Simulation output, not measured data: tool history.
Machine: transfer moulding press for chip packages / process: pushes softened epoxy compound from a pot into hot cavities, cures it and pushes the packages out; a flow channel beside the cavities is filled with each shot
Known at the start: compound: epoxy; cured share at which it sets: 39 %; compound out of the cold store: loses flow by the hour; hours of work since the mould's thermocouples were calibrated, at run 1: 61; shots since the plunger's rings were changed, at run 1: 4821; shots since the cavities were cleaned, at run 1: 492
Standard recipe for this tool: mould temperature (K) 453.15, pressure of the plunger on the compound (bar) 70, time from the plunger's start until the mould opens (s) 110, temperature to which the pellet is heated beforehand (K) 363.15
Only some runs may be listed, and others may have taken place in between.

run	hour	mould temperature (K)	pressure of the plunger on the compound (bar)	time from the plunger's start until the mould opens (s)	temperature to which the pellet is heated beforehand (K)	hours of work since the mould's thermocouples were calibrated	shots since the plunger's rings were changed	shots since the cavities were cleaned	incoming compound's hours out of the cold store	length that the compound runs in the flow channel (mm)	greatest force on the pins that push the packages out (N)
1	0	453.15	70	110	363.15	61	4821	492	13.1	744	695
# hour 13.5: cavities cleaned with cleaning compound and waxed
2	13.6	453.15	70	110	363.15	68	4931	1	43.1	624	782
3	21.5	447.15	70	110	363.15	72	5003	73	24.7	717	1006
4	32.2	453.15	70	110	368.15	79	5100	170	14.5	726	838
5	39.8	453.15	70	110	368.15	83	5169	239	40.4	646	800
6	52.8	453.15	70	110	368.15	91	5287	357	31.5	674	827
7	65.6	453.15	70	110	368.15	99	5403	473	45.6	624	811
# hour 80.6: cavities cleaned with cleaning compound and waxed
8	82.6	453.15	68.7	110	363.15	108	5544	18	34	652	472
9	98.3	453.15	68.7	110	363.15	117	5686	160	36.3	639	555
# hour 105.9: cavities cleaned with cleaning compound and waxed, once more
10	106.3	453.15	68.7	110	363.15	121	5745	4	21.9	692	439
11	116.2	453.15	68.7	110	363.15	127	5835	94	24.3	686	522
12	127.9	446.15	53.9	117	357.15	134	5942	201	35	569	688
13	135.9	448.15	62.2	130	363.15	139	6015	274	28.1	642	592
14	150.2	448.15	62.2	130	363.15	147	6144	403	32	624	621
15	162.9	448.15	62.2	130	363.15	155	6260	519	38.1	600	697
# hour 171.3: plunger's sealing rings changed
# hour 175.2: cavities cleaned with cleaning compound and waxed
16	180.5	448.15	62.2	130	363.15	163	70	48	39	683	475
17	187.2	453.15	56.7	110	363.15	167	131	109	13.3	706	523
18	199.7	447.15	52.7	95	369.15	174	244	222	25.8	673	947
19	209.8	456.15	84.9	143	370.15	180	336	314	37.1	755	586

Consider 3 possible next runs. They are alternatives, not a sequence: every one starts from the tool as it was left by run 19. What does each give?
A	216.8	456.15	57.9	106	370.15	184	399	377	28.3	?	?
B	216.8	448.15	82.5	110	363.15	184	399	377	21.2	?	?
C	216.8	460.15	70	110	363.15	184	399	377	29.9	?	?

run	length that the compound runs in the flow channel (mm)	greatest force on the pins that push the packages out (N)
A	650	625
B	831	782
C	716	618
With no hidden state in the tool, these same runs would have given:
run	length that the compound runs in the flow channel (mm)	greatest force on the pins that push the packages out (N)
A	655	437
B	837	539
C	721	432
